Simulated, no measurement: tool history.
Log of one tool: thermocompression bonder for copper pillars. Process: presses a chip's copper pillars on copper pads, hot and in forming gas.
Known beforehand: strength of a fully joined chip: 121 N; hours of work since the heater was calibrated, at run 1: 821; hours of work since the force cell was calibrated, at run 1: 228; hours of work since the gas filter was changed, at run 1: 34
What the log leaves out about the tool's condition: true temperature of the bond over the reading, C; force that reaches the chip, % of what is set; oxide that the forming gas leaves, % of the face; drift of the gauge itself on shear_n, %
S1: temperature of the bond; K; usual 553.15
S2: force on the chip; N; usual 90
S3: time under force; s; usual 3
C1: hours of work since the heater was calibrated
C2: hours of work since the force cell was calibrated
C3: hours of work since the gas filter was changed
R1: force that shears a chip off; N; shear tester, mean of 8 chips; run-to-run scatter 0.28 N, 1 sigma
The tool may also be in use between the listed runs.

Run 1, hour 0: usual settings; C1 821; C2 228; C3 34. Result: R1 42.4 N.
Run 2, hour 26.7: usual settings; C1 837; C2 243; C3 49. Result: R1 42.9 N.
Run 3, hour 55.9: usual settings but S2 80 N; C1 854; C2 260; C3 66. Result: R1 38.6 N.
Run 4, hour 80.5: usual settings; C1 868; C2 274; C3 80. Result: R1 42.8 N.
Run 5, hour 102.6: usual settings; C1 881; C2 287; C3 93. Result: R1 43.2 N.
Run 6, hour 135: usual settings; C1 899; C2 306; C3 112. Result: R1 43 N.
Run 7, hour 156.5: usual settings; C1 912; C2 318; C3 124. Result: R1 43.2 N.
Run 8, hour 180.3: usual settings; C1 925; C2 332; C3 138. Result: R1 43.1 N.
Run 9, hour 211.3: usual settings; C1 943; C2 350; C3 156. Result: R1 43.3 N.
Run 10, hour 236.3: usual settings but S3 7 s; C1 958; C2 364; C3 170. Result: R1 58.9 N.
Run 11, hour 256.6: usual settings; C1 969; C2 376; C3 182. Result: R1 42.9 N.
Run 12, hour 290.6: usual settings; C1 989; C2 395; C3 202. Result: R1 43.2 N.
Run 13, hour 306.7: usual settings but S1 581.15 K; C1 998; C2 405; C3 211. Result: R1 56.5 N.
Run 14, hour 327.7: usual settings but S1 581.15 K; C1 1011; C2 417; C3 223. Result: R1 56.5 N.
Run 15, hour 361.8: usual settings but S1 581.15 K; C1 1030; C2 436; C3 243. Result: R1 57.3 N.
Run 16, hour 380.4: usual settings but S1 581.15 K; C1 1041; C2 447; C3 254. Result: R1 56.3 N.
Run 17, hour 397.5: usual settings but S1 546.15 K; C1 1051; C2 457; C3 264. Result: R1 39.2 N.
At hour 416.7: forming gas filter changed.
Run 18, hour 431.8: usual settings but S2 109 N; C1 1070; C2 477; C3 9. Result: R1 51.5 N.
Run 19, hour 461.2: usual settings but S1 582.15 K; C1 1087; C2 494; C3 26. Result: R1 56.7 N.
Run 20, hour 480.2: usual settings but S1 582.15 K; C1 1098; C2 505; C3 37. Result: R1 56.9 N.
Run 21, hour 501.7: usual settings but S1 567.15 K; C1 1111; C2 517; C3 49. Result: R1 49.7 N.
Run 22, hour 536.2: usual settings but S1 567.15 K, S2 85 N; C1 1131; C2 537; C3 69. Result: R1 47.3 N.
Run 23, hour 567.3: usual settings but S1 567.15 K, S2 85 N; C1 1149; C2 555; C3 87. Result: R1 47.4 N.
Run 24, hour 593.3: usual settings but S1 550.15 K, S2 78 N; C1 1164; C2 570; C3 102. Result: R1 36.3 N.
Run 25, hour 626.6: usual settings but S1 529.15 K, S2 112 N, S3 2 s; C1 1183; C2 589; C3 121. Result: R1 33.8 N.
Run 26, hour 656.7: usual settings but S1 551.15 K, S2 112 N; C1 1200; C2 606; C3 139. Result: R1 51.6 N.
Run 27, hour 689.5: usual settings but S1 525.15 K, S3 2 s; C1 1219; C2 625; C3 158. Result: R1 25.7 N.
Run 28, hour 712.7: usual settings but S1 535.15 K, S3 2 s; C1 1232; C2 639; C3 171. Result: R1 29 N.
Run 29, hour 744.8: usual settings but S2 58 N; C1 1251; C2 657; C3 189. Result: R1 27.4 N.
Run 30, hour 764.8: usual settings but S2 58 N; C1 1263; C2 669; C3 201. Result: R1 27.8 N.
Run 31, hour 782.5: usual settings but S2 58 N; C1 1273; C2 679; C3 211. Result: R1 27.2 N.
Run 32, hour 801.8: usual settings but S2 58 N; C1 1284; C2 690; C3 222. Result: R1 27.3 N.
Run 33, hour 819: usual settings but S1 554.15 K, S2 78 N, S3 2 s; C1 1294; C2 700; C3 232. Result: R1 31.6 N.
Run 34, hour 845.5: usual settings but S2 94 N, S3 4 s; C1 1309; C2 715; C3 248. Result: R1 50 N.
Run 35, hour 870.8: usual settings but S2 94 N, S3 4 s; C1 1324; C2 730; C3 262. Result: R1 49.9 N.
Run 36, hour 888.9: usual settings but S1 564.15 K; C1 1334; C2 740; C3 273. Result: R1 47.7 N.
At hour 891.9: forming gas filter changed.
Run 37, hour 905.3: usual settings but S1 560.15 K, S3 2 s; C1 1343; C2 750; C3 8. Result: R1 38.9 N.
Run 38, hour 932.6: usual settings but S1 556.15 K, S2 83 N; C1 1359; C2 765; C3 24. Result: R1 41 N.
Run 39, hour 953.5: usual settings but S1 534.15 K, S2 83 N, S3 5 s; C1 1371; C2 777; C3 36. Result: R1 39 N.

For each entry between runs, how does the tool's hidden state at the last listed run before it compare with that at the first listed run after it?
Runs 17 to 18: forming gas filter changed (hour 416.7)
  oxide that the forming gas leaves, % of the face: 0.62 -> 0.5
Runs 36 to 37: forming gas filter changed (hour 891.9)
  oxide that the forming gas leaves, % of the face: 0.63 -> 0.51
